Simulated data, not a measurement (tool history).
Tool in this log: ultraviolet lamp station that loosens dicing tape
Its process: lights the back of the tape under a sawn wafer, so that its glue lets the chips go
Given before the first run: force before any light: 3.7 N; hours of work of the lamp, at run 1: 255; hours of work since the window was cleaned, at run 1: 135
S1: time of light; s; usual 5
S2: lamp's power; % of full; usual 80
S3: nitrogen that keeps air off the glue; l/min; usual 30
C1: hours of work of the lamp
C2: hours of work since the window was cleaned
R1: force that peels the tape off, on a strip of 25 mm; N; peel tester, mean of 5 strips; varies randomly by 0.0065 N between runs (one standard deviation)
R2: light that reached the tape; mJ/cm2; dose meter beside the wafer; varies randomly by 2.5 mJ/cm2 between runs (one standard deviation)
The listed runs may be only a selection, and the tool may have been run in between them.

run,hour,S1,S2,S3,C1,C2,R1,R2
1,0,5,80,30,255,135,0.243,265
2,9.2,5,80,30,262,142,0.24,262
3,17.5,5,80,30,269,149,0.243,262
4,28.3,5,80,30,277,157,0.251,261
5,40.6,8,80,30,287,167,0.176,412
6,50,8,80,30,294,174,0.169,416
7,63.8,8,80,30,305,185,0.18,411
8,71.8,8,80,30,311,191,0.179,397
9,87.5,5,68,30,323,203,0.324,219
10,98.5,5,68,58,332,212,0.25,210
11,107.8,5,80,29,339,219,0.265,248
12,123.4,5,80,30,351,231,0.261,244
13,133.1,5,80,30,359,239,0.263,248
14,142.7,5,80,30,366,246,0.276,242
15,158.4,5,80,30,379,259,0.269,242
16,172.9,5,80,30,390,270,0.276,234
17,183.3,5,80,30,398,278,0.269,240
18,196,2,80,30,408,288,1.035,91
19,206.7,2,80,30,416,296,1.046,92
20,218.2,2,80,30,425,305,1.054,99
21,232.2,2,80,30,436,316,1.027,93
22,239.4,5,80,20,442,322,0.368,232
# hour 250.4: window cleaned of glue's vapour
23,255.5,5,80,20,454,4,0.336,243
24,262.9,5,80,21,460,10,0.328,239
25,272.9,7,64,19,468,17,0.306,263
26,280,7,64,19,473,23,0.3,263
27,295.1,3,67,21,485,35,0.909,117
28,307.1,9,79,13,494,44,0.207,410
29,320.9,9,79,13,505,55,0.228,403
30,328.6,9,88,13,511,61,0.197,457
31,340.1,6,96,30,520,70,0.199,328
32,352.5,6,96,30,530,80,0.205,331
33,360.4,6,96,30,536,86,0.192,322
34,368.7,6,96,30,542,92,0.202,326
35,378,6,64,15,549,99,0.506,213
36,390.5,2,81,15,559,109,1.488,90
37,403.4,2,81,15,569,119,1.508,85
38,416,2,81,14,579,129,1.465,87
39,429.3,7,65,14,590,139,0.425,248
40,437.9,4,65,29,596,146,0.635,142
41,452.5,5,76,30,608,158,0.352,200
42,465.2,6,80,30,617,167,0.247,247
43,475,2,80,36,625,175,1.081,84
44,489.2,2,80,36,636,186,1.106,81

What if the next run were any one of these 4? Each begins from the tool's condition after run 44:
A,498.8,2,80,11,644,194,?,?
B,498.8,2,80,26,644,194,?,?
C,498.8,3,67,36,644,194,?,?
D,498.8,2,80,36,644,194,?,?

run,R1,R2
A,1.767,83
B,1.314,86
C,0.838,101
D,1.143,82
Take away the tool's hidden state, keep each run's random variation, and the runs would have read:
run,R1,R2
A,1.232,125
B,0.808,128
C,0.456,154
D,0.672,124
